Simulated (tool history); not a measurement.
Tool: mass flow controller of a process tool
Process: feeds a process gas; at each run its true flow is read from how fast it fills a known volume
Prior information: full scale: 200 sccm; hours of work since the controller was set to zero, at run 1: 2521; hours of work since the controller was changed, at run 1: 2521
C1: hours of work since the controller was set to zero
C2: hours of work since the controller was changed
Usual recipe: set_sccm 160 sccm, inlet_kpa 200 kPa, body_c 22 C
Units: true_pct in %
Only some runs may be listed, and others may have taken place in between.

{"run": 1, "day": 0.0, "set_sccm": 160, "inlet_kpa": 200, "body_c": 22, "C1": 2521, "C2": 2521, "true_pct": 99.26}
{"run": 2, "day": 7.604, "set_sccm": 160, "inlet_kpa": 200, "body_c": 22, "C1": 2648, "C2": 2648, "true_pct": 99.35}
{"run": 3, "day": 18.967, "set_sccm": 160, "inlet_kpa": 200, "body_c": 22, "C1": 2838, "C2": 2838, "true_pct": 99.46}
{"run": 4, "day": 31.733, "set_sccm": 60, "inlet_kpa": 200, "body_c": 22, "C1": 3050, "C2": 3050, "true_pct": 98.04}
{"run": 5, "day": 46.408, "set_sccm": 160, "inlet_kpa": 181, "body_c": 22, "C1": 3295, "C2": 3295, "true_pct": 99.94}
{"run": 6, "day": 60.446, "set_sccm": 160, "inlet_kpa": 200, "body_c": 35, "C1": 3529, "C2": 3529, "true_pct": 100.46}
{"run": 7, "day": 71.575, "set_sccm": 160, "inlet_kpa": 257, "body_c": 22, "C1": 3715, "C2": 3715, "true_pct": 99.53}
{"run": 8, "day": 85.946, "set_sccm": 160, "inlet_kpa": 257, "body_c": 22, "C1": 3954, "C2": 3954, "true_pct": 99.78}

Run 9 has not been measured yet. What should we expect?
{"run": 9, "day": 97.25, "set_sccm": 25, "inlet_kpa": 217, "body_c": 22, "C1": 4143, "C2": 4143, "true_pct": "?"}

true_pct: 97.99 %
If the tool had no hidden condition, the same run with the same run-to-run variation would have returned true_pct 96.88 %.
